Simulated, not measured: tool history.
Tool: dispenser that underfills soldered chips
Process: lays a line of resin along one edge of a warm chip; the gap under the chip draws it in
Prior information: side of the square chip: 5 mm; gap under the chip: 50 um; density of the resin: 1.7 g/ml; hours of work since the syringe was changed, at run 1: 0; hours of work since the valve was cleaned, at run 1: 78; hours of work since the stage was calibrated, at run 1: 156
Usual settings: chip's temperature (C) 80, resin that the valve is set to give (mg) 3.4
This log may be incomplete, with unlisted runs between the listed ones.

run	hour	chip's temperature (C)	resin that the valve is set to give (mg)	hours of work since the syringe was changed	hours of work since the valve was cleaned	hours of work since the stage was calibrated	time until the resin shows at the far edge (s)	resin that the valve gave (mg)
1	0	80	3.4	0	78	156	11.4	3.26
2	5.4	80	3.4	4	82	160	15.4	3.25
3	9.4	80	3.4	7	85	163	18.4	3.23
# hour 11.4: new syringe of resin
4	18.2	86	3.4	5	92	170	11.9	3.25
# hour 22.8: new syringe of resin
5	28.2	86	3.4	4	99	177	11.2	3.24
# hour 34.9: new syringe of resin
6	36.5	80	3.4	1	105	183	11.2	3.24
7	43.5	80	3.46	6	110	188	17.6	3.25
# hour 46.6: new syringe of resin
8	51.5	80	3.46	4	115	193	13.3	3.28
# hour 58: new syringe of resin
9	61.1	80	3.46	2	122	200	12.7	3.25
# hour 64.7: dispensing valve cleaned and set on the balance
10	66.6	80	3.46	6	1	204	16.7	3.48
# hour 70.3: new syringe of resin
11	73.1	80	3.46	2	6	208	12.9	3.45
12	78.6	83	3.4	6	10	212	14.3	3.39
# hour 82.3: new syringe of resin
13	83.4	83	3.64	1	13	216	9.7	3.63
14	89.3	83	3.64	5	18	220	13.6	3.61
# hour 94.1: new syringe of resin
15	96.5	80	3.98	2	23	225	12.1	3.94
# hour 105.6: new syringe of resin
16	106.2	80	3.98	0	30	232	10.2	3.9
17	111.8	80	3.98	5	34	236	14.6	3.9
# hour 117.1: new syringe of resin
18	119.4	69	4.14	2	39	241	20.7	4.06
# hour 128.8: new syringe of resin
19	128.8	69	4.14	0	46	248	18.8	4.03
20	136.1	89	3.9	5	51	253	9.9	3.81
# hour 140.7: new syringe of resin
21	141.5	85	3.18	1	55	257	8.3	3.07
22	146.2	89	3.97	4	58	261	9	3.82
# hour 152.3: new syringe of resin
23	152.4	89	3.97	0	63	265	6.6	3.85
24	157.1	77	3.67	4	66	268	16.2	3.52
# hour 164.3: new syringe of resin
25	166.9	83	2.98	2	73	275	11.1	2.9
# hour 175.6: new syringe of resin
26	176.3	76	3.12	0	80	282	13.5	2.98
27	185.7	68	3.08	7	87	289	35.9	2.92

Below are 4 alternative next runs, each starting from the tool's condition after run 27. Predict each:
# hour 187.2: new syringe of resin
A	195.3	68	3.6	6	94	296	?	?
# hour 187.2: new syringe of resin
B	195.3	67	3.65	6	94	296	?	?
# hour 187.2: new syringe of resin
C	195.3	93	3.08	6	94	296	?	?
# hour 187.2: new syringe of resin
D	195.3	66	3.52	6	94	296	?	?

run	time until the resin shows at the far edge (s)	resin that the valve gave (mg)
A	30.9	3.43
B	32.7	3.46
C	8.9	2.94
D	34.9	3.36
With no hidden state in the tool, these same runs would have given:
run	time until the resin shows at the far edge (s)	resin that the valve gave (mg)
A	20.6	3.61
B	22	3.65
C	5.8	3.09
D	23.5	3.54
